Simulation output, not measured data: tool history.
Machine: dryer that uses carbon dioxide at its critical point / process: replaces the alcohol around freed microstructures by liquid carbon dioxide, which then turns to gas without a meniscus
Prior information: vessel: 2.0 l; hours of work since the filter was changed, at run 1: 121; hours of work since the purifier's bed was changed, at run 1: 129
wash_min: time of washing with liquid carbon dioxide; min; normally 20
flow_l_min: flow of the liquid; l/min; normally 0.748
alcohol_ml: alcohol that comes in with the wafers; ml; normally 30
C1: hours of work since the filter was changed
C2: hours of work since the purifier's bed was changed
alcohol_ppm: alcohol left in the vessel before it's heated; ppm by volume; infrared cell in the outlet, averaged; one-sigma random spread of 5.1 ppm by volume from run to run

run 1 hour=0.0 | wash_min=20 flow_l_min=0.748 alcohol_ml=30 | C1=121 C2=129 | alcohol_ppm=104
run 2 hour=8.0 | wash_min=20 flow_l_min=0.748 alcohol_ml=30 | C1=125 C2=133 | alcohol_ppm=104
run 3 hour=20.8 | wash_min=20 flow_l_min=0.748 alcohol_ml=30 | C1=133 C2=141 | alcohol_ppm=88
run 4 hour=34.1 | wash_min=20 flow_l_min=0.748 alcohol_ml=30 | C1=140 C2=148 | alcohol_ppm=105
run 5 hour=43.5 | wash_min=20 flow_l_min=0.748 alcohol_ml=30 | C1=146 C2=154 | alcohol_ppm=89
run 6 hour=56.0 | wash_min=20 flow_l_min=0.748 alcohol_ml=30 | C1=153 C2=161 | alcohol_ppm=98
run 7 hour=68.1 | wash_min=20 flow_l_min=0.748 alcohol_ml=30 | C1=160 C2=168 | alcohol_ppm=103
run 8 hour=75.9 | wash_min=20 flow_l_min=0.748 alcohol_ml=30 | C1=164 C2=172 | alcohol_ppm=100
run 9 hour=84.9 | wash_min=20 flow_l_min=0.748 alcohol_ml=30 | C1=169 C2=177 | alcohol_ppm=104
run 10 hour=93.7 | wash_min=20 flow_l_min=0.748 alcohol_ml=30 | C1=175 C2=183 | alcohol_ppm=108
run 11 hour=101.2 | wash_min=20 flow_l_min=0.748 alcohol_ml=30 | C1=179 C2=187 | alcohol_ppm=115
run 12 hour=108.1 | wash_min=20 flow_l_min=0.748 alcohol_ml=30 | C1=183 C2=191 | alcohol_ppm=114
run 13 hour=120.1 | wash_min=20 flow_l_min=0.748 alcohol_ml=30 | C1=190 C2=198 | alcohol_ppm=111
run 14 hour=135.8 | wash_min=24 flow_l_min=0.748 alcohol_ml=30 | C1=199 C2=207 | alcohol_ppm=60
run 15 hour=146.4 | wash_min=20 flow_l_min=0.568 alcohol_ml=30 | C1=205 C2=213 | alcohol_ppm=314
run 16 hour=153.3 | wash_min=16 flow_l_min=0.467 alcohol_ml=40 | C1=209 C2=217 | alcohol_ppm=1473
run 17 hour=162.0 | wash_min=16 flow_l_min=0.704 alcohol_ml=22 | C1=214 C2=222 | alcohol_ppm=262
run 18 hour=168.7 | wash_min=16 flow_l_min=0.704 alcohol_ml=22 | C1=218 C2=226 | alcohol_ppm=265
run 19 hour=178.6 | wash_min=14 flow_l_min=0.704 alcohol_ml=84 | C1=223 C2=231 | alcohol_ppm=1479
run 20 hour=193.2 | wash_min=14 flow_l_min=0.704 alcohol_ml=84 | C1=232 C2=240 | alcohol_ppm=1461
run 21 hour=202.6 | wash_min=14 flow_l_min=0.704 alcohol_ml=84 | C1=237 C2=245 | alcohol_ppm=1505
run 22 hour=211.2 | wash_min=14 flow_l_min=0.704 alcohol_ml=84 | C1=242 C2=250 | alcohol_ppm=1503
run 23 hour=224.4 | wash_min=19 flow_l_min=0.509 alcohol_ml=45 | C1=249 C2=257 | alcohol_ppm=834
run 24 hour=231.9 | wash_min=24 flow_l_min=0.946 alcohol_ml=72 | C1=254 C2=262 | alcohol_ppm=46
run 25 hour=239.4 | wash_min=24 flow_l_min=0.946 alcohol_ml=72 | C1=258 C2=266 | alcohol_ppm=42
run 26 hour=250.1 | wash_min=20 flow_l_min=1.202 alcohol_ml=25 | C1=264 C2=272 | alcohol_ppm=34
-- hour=252.6 inlet filter changed
run 27 hour=265.1 | wash_min=23 flow_l_min=0.458 alcohol_ml=32 | C1=7 C2=280 | alcohol_ppm=328
run 28 hour=275.0 | wash_min=18 flow_l_min=0.672 alcohol_ml=22 | C1=13 C2=286 | alcohol_ppm=160
run 29 hour=284.1 | wash_min=24 flow_l_min=0.637 alcohol_ml=30 | C1=18 C2=291 | alcohol_ppm=92

Each row is a separate what-if for the run after 29, all from the same tool condition, not one after another. Results?
run A hour=298.3 | wash_min=16 flow_l_min=0.716 alcohol_ml=43 | C1=26 C2=299 | alcohol_ppm=?
run B hour=298.3 | wash_min=24 flow_l_min=0.748 alcohol_ml=64 | C1=26 C2=299 | alcohol_ppm=?
run C hour=298.3 | wash_min=20 flow_l_min=0.637 alcohol_ml=30 | C1=26 C2=299 | alcohol_ppm=?
run D hour=298.3 | wash_min=24 flow_l_min=0.633 alcohol_ml=60 | C1=26 C2=299 | alcohol_ppm=?

run=A alcohol_ppm=343
run=B alcohol_ppm=89
run=C alcohol_ppm=165
run=D alcohol_ppm=146
With the hidden condition removed and each run's random variation left untouched, the same runs would have given:
run=A alcohol_ppm=298
run=B alcohol_ppm=54
run=C alcohol_ppm=127
run=D alcohol_ppm=108
